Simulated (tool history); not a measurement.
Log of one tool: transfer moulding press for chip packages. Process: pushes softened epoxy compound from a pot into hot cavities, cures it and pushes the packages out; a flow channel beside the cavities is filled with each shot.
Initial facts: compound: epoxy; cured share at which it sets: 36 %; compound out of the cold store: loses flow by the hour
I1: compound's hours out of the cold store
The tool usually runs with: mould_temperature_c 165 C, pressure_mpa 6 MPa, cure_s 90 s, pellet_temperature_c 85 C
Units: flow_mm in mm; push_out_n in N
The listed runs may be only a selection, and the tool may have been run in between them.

{"run": 1, "hour": 0.0, "mould_temperature_c": 165, "pressure_mpa": 6, "cure_s": 90, "pellet_temperature_c": 85, "I1": 46.1, "flow_mm": 482, "push_out_n": 467}
{"hour": 38.4, "done": "cavities cleaned with cleaning compound and waxed"}
{"run": 2, "hour": 45.1, "mould_temperature_c": 165, "pressure_mpa": 6, "cure_s": 90, "pellet_temperature_c": 85, "I1": 25.9, "flow_mm": 511, "push_out_n": 449}
{"run": 3, "hour": 78.1, "mould_temperature_c": 165, "pressure_mpa": 5.83, "cure_s": 90, "pellet_temperature_c": 85, "I1": 13.2, "flow_mm": 527, "push_out_n": 458}
{"hour": 91.3, "done": "cavities cleaned with cleaning compound and waxed"}
{"run": 4, "hour": 110.7, "mould_temperature_c": 165, "pressure_mpa": 5.83, "cure_s": 90, "pellet_temperature_c": 85, "I1": 46.4, "flow_mm": 469, "push_out_n": 459}
{"hour": 143.2, "done": "plunger's sealing rings changed"}
{"hour": 147.6, "done": "cavities cleaned with cleaning compound and waxed"}
{"run": 5, "hour": 160.4, "mould_temperature_c": 165, "pressure_mpa": 6, "cure_s": 90, "pellet_temperature_c": 85, "I1": 46, "flow_mm": 485, "push_out_n": 445}
{"run": 6, "hour": 195.1, "mould_temperature_c": 165, "pressure_mpa": 6, "cure_s": 90, "pellet_temperature_c": 85, "I1": 36.8, "flow_mm": 503, "push_out_n": 458}
{"hour": 200.3, "done": "cavities cleaned with cleaning compound and waxed"}
{"run": 7, "hour": 221.3, "mould_temperature_c": 165, "pressure_mpa": 6, "cure_s": 90, "pellet_temperature_c": 85, "I1": 16.8, "flow_mm": 537, "push_out_n": 458}
{"hour": 256.7, "done": "cavities cleaned with cleaning compound and waxed"}
{"run": 8, "hour": 263.0, "mould_temperature_c": 165, "pressure_mpa": 6, "cure_s": 112, "pellet_temperature_c": 85, "I1": 40.3, "flow_mm": 501, "push_out_n": 397}
{"run": 9, "hour": 299.6, "mould_temperature_c": 165, "pressure_mpa": 6, "cure_s": 90, "pellet_temperature_c": 85, "I1": 23.3, "flow_mm": 517, "push_out_n": 459}
{"hour": 312.2, "done": "cavities cleaned with cleaning compound and waxed"}
{"run": 10, "hour": 333.8, "mould_temperature_c": 165, "pressure_mpa": 6, "cure_s": 90, "pellet_temperature_c": 85, "I1": 36.6, "flow_mm": 492, "push_out_n": 443}
{"hour": 340.8, "done": "plunger's sealing rings changed"}
{"hour": 369.0, "done": "cavities cleaned with cleaning compound and waxed"}
{"run": 11, "hour": 370.3, "mould_temperature_c": 165, "pressure_mpa": 6, "cure_s": 90, "pellet_temperature_c": 85, "I1": 16.8, "flow_mm": 534, "push_out_n": 452}
{"run": 12, "hour": 394.5, "mould_temperature_c": 165, "pressure_mpa": 6, "cure_s": 90, "pellet_temperature_c": 85, "I1": 11, "flow_mm": 541, "push_out_n": 463}
{"hour": 423.1, "done": "cavities cleaned with cleaning compound and waxed"}
{"run": 13, "hour": 442.9, "mould_temperature_c": 165, "pressure_mpa": 6, "cure_s": 90, "pellet_temperature_c": 85, "I1": 44.9, "flow_mm": 483, "push_out_n": 449}
{"hour": 478.2, "done": "mould's thermocouples calibrated"}
{"hour": 479.7, "done": "cavities cleaned with cleaning compound and waxed"}
{"run": 14, "hour": 488.1, "mould_temperature_c": 165, "pressure_mpa": 6, "cure_s": 72, "pellet_temperature_c": 85, "I1": 37.4, "flow_mm": 493, "push_out_n": 643}
{"run": 15, "hour": 509.1, "mould_temperature_c": 165, "pressure_mpa": 5.5, "cure_s": 99, "pellet_temperature_c": 85, "I1": 15.3, "flow_mm": 508, "push_out_n": 418}
{"hour": 533.7, "done": "cavities cleaned with cleaning compound and waxed"}
{"run": 16, "hour": 535.8, "mould_temperature_c": 165, "pressure_mpa": 7.29, "cure_s": 95, "pellet_temperature_c": 83, "I1": 17.5, "flow_mm": 586, "push_out_n": 432}
{"hour": 542.6, "done": "plunger's sealing rings changed"}
{"hour": 589.4, "done": "cavities cleaned with cleaning compound and waxed"}
{"run": 17, "hour": 589.4, "mould_temperature_c": 165, "pressure_mpa": 7.36, "cure_s": 114, "pellet_temperature_c": 84, "I1": 37.8, "flow_mm": 543, "push_out_n": 393}
{"run": 18, "hour": 615.6, "mould_temperature_c": 164, "pressure_mpa": 7.36, "cure_s": 114, "pellet_temperature_c": 84, "I1": 18.7, "flow_mm": 582, "push_out_n": 402}
{"hour": 642.5, "done": "cavities cleaned with cleaning compound and waxed"}
{"run": 19, "hour": 660.6, "mould_temperature_c": 164, "pressure_mpa": 7.36, "cure_s": 114, "pellet_temperature_c": 84, "I1": 33, "flow_mm": 557, "push_out_n": 409}
{"run": 20, "hour": 692.6, "mould_temperature_c": 159, "pressure_mpa": 6, "cure_s": 97, "pellet_temperature_c": 85, "I1": 17.6, "flow_mm": 544, "push_out_n": 582}
{"hour": 698.0, "done": "cavities cleaned with cleaning compound and waxed"}
{"run": 21, "hour": 718.6, "mould_temperature_c": 162, "pressure_mpa": 6, "cure_s": 78, "pellet_temperature_c": 85, "I1": 38.3, "flow_mm": 493, "push_out_n": 709}
{"hour": 740.6, "done": "plunger's sealing rings changed"}
{"hour": 755.1, "done": "cavities cleaned with cleaning compound and waxed"}
{"run": 22, "hour": 771.8, "mould_temperature_c": 165, "pressure_mpa": 5.38, "cure_s": 90, "pellet_temperature_c": 85, "I1": 14.3, "flow_mm": 502, "push_out_n": 457}
{"run": 23, "hour": 805.0, "mould_temperature_c": 171, "pressure_mpa": 5.38, "cure_s": 90, "pellet_temperature_c": 92, "I1": 42.2, "flow_mm": 454, "push_out_n": 396}
{"hour": 808.9, "done": "cavities cleaned with cleaning compound and waxed"}
{"run": 24, "hour": 844.5, "mould_temperature_c": 161, "pressure_mpa": 5.38, "cure_s": 80, "pellet_temperature_c": 92, "I1": 44, "flow_mm": 478, "push_out_n": 708}
{"hour": 863.8, "done": "cavities cleaned with cleaning compound and waxed"}
{"run": 25, "hour": 877.9, "mould_temperature_c": 161, "pressure_mpa": 5.38, "cure_s": 80, "pellet_temperature_c": 92, "I1": 41, "flow_mm": 482, "push_out_n": 681}
{"run": 26, "hour": 907.3, "mould_temperature_c": 164, "pressure_mpa": 5.35, "cure_s": 95, "pellet_temperature_c": 92, "I1": 40.4, "flow_mm": 471, "push_out_n": 430}

A few steps of push_out_n between consecutive runs. Split each: what settings, incoming material and random variation would produce without the hidden state, and what is left over for the hidden state, along with gauge scatter present in only one of the two compared results (measured, and without hidden state):
The hidden state here: true mould temperature over the reading, C; pressure that reaches the compound, % of what is set; grip of the stained cavities, % over clean ones'; drift of the gauge itself on flow_mm, %; drift of the gauge itself on push_out_n, %.
Run 8 -> 9: cure_s 112 -> 90. push_out_n +62 N: hidden state +6, all else +56.
Run 19 -> 20: mould_temperature_c 164 -> 159, pressure_mpa 7.36 -> 6, cure_s 114 -> 97, pellet_temperature_c 84 -> 85. push_out_n +173 N: hidden state +7, all else +166.
Run 21 -> 22: mould_temperature_c 162 -> 165, pressure_mpa 6 -> 5.38, cure_s 78 -> 90, plunger's sealing rings changed, cavities cleaned with cleaning compound and waxed. push_out_n -252 N: hidden state -1, all else -251.
Run 23 -> 24: mould_temperature_c 171 -> 161, cure_s 90 -> 80, cavities cleaned with cleaning compound and waxed. push_out_n +312 N: hidden state +4, all else +308.
